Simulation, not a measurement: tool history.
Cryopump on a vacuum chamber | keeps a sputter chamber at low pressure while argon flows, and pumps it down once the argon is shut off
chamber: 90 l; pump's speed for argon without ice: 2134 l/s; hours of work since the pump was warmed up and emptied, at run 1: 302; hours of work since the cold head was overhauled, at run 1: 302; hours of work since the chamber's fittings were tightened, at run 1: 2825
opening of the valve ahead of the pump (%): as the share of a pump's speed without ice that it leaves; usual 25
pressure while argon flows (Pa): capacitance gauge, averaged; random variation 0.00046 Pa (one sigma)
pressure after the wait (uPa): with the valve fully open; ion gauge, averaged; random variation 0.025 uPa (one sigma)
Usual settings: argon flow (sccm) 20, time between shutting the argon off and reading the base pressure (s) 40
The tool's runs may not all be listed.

run	hour	argon flow (sccm)	time between shutting the argon off and reading the base pressure (s)	opening of the valve ahead of the pump (%)	hours of work since the pump was warmed up and emptied	hours of work since the cold head was overhauled	hours of work since the chamber's fittings were tightened	pressure while argon flows (Pa)	pressure after the wait (uPa)
1	0.0	20	40	25	302	302	2825	0.0685	3.06
# hour 26.3: pump warmed up, emptied and cooled again
2	26.3	20	40	25	0	320	2843	0.0640	2.53
3	46.7	20	40	25	17	337	2860	0.0644	2.52
4	66.2	20	40	25	34	354	2877	0.0643	2.62
5	87.2	20	40	25	51	371	2895	0.0642	2.63
6	105.8	20	40	25	67	387	2910	0.0649	2.71
7	118.1	20	40	25	78	397	2921	0.0644	2.63

Forecast run 8:
8	132.6	17	40	19	90	410	2933	?	?

{"run 8": {"pressure while argon flows (Pa)": 0.073, "pressure after the wait (uPa)": 2.66}}
Without the tool's hidden state the same run would have given pressure while argon flows (Pa) 0.0716, pressure after the wait (uPa) 0.94.
